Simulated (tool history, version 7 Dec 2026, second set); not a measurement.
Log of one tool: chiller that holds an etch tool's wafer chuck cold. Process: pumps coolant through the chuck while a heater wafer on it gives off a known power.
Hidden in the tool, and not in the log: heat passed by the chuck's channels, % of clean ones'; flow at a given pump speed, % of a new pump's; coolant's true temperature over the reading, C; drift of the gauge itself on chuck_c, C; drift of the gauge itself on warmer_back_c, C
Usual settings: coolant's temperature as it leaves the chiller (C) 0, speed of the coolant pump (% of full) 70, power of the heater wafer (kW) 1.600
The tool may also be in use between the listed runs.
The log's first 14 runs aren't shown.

| run | day | coolant's temperature as it leaves the chiller (C) | speed of the coolant pump (% of full) | power of the heater wafer (kW) | hours since the coolant was changed and the channels were flushed | hours since the pump was overhauled | hours since the chiller's thermometer was calibrated | chuck's temperature once it has settled (C) | how much warmer the coolant comes back (C) |
|---|---|---|---|---|---|---|---|---|---|
| 15 | 26.662 | 0 | 70 | 1.600 | 2107 | 1050 | 2580 | 13.2 | 5.51 |
| 16 | 29.067 | -4 | 70 | 1.600 | 2164 | 1108 | 2638 | 9.1 | 5.48 |
| 17 | 30.250 | -4 | 70 | 1.600 | 2193 | 1137 | 2666 | 9.2 | 5.53 |
| 18 | 32.271 | -4 | 67 | 2.027 | 2241 | 1185 | 2715 | 13.4 | 7.33 |
| 19 | 34.558 | -4 | 67 | 2.027 | 2296 | 1240 | 2769 | 13.5 | 7.32 |
| 20 | 37.046 | 7 | 67 | 0.931 | 2356 | 1300 | 2829 | 15.0 | 3.36 |
| 21 | 38.350 | 10 | 70 | 1.180 | 2387 | 1331 | 2860 | 19.8 | 4.01 |
| 22 | 40.938 | -1 | 60 | 1.690 | 2449 | 1393 | 2923 | 14.5 | 6.88 |
| 23 | 43.354 | -1 | 60 | 1.690 | 2507 | 1451 | 2980 | 14.5 | 6.88 |
| 24 | 44.700 | -1 | 69 | 1.581 | 2539 | 1483 | 3013 | 12.3 | 5.52 |
| 25 | 46.221 | 2 | 69 | 1.581 | 2576 | 1520 | 3049 | 15.0 | 5.53 |
| 26 | 47.879 | 2 | 69 | 1.581 | 2616 | 1560 | 3089 | 15.2 | 5.55 |
| 27 | 49.317 | 0 | 62 | 0.962 | 2650 | 1594 | 3124 | 8.5 | 3.74 |
| 28 | 51.446 | 0 | 62 | 0.962 | 2701 | 1645 | 3175 | 8.6 | 3.76 |
| 29 | 53.842 | 0 | 62 | 0.962 | 2759 | 1703 | 3232 | 8.7 | 3.77 |
| 30 | 55.446 | 0 | 79 | 1.303 | 2797 | 1741 | 3271 | 9.9 | 3.97 |
| 31 | 57.425 | -6 | 70 | 1.111 | 2845 | 1789 | 3318 | 3.3 | 3.80 |
| 32 | 59.650 | -4 | 75 | 1.260 | 2898 | 1842 | 3372 | 5.8 | 4.04 |
| 33 | 62.283 | -4 | 75 | 1.260 | 2961 | 1905 | 3435 | 6.2 | 4.09 |

Forecast each of these 3 alternatives for the next run:
| A | 63.812 | 4 | 66 | 0.851 | 2998 | 1942 | 3472 | ? | ? |
| B | 63.812 | -6 | 66 | 1.911 | 2998 | 1942 | 3472 | ? | ? |
| C | 63.812 | -5 | 63 | 1.600 | 2998 | 1942 | 3472 | ? | ? |

| run | chuck's temperature once it has settled (C) | how much warmer the coolant comes back (C) |
|---|---|---|
| A | 11.4 | 3.13 |
| B | 10.5 | 7.02 |
| C | 9.2 | 6.12 |
Without the tool's hidden state the same runs would have given:
| run | chuck's temperature once it has settled (C) | how much warmer the coolant comes back (C) |
|---|---|---|
| A | 11.4 | 3.12 |
| B | 10.5 | 7.02 |
| C | 9.2 | 6.12 |
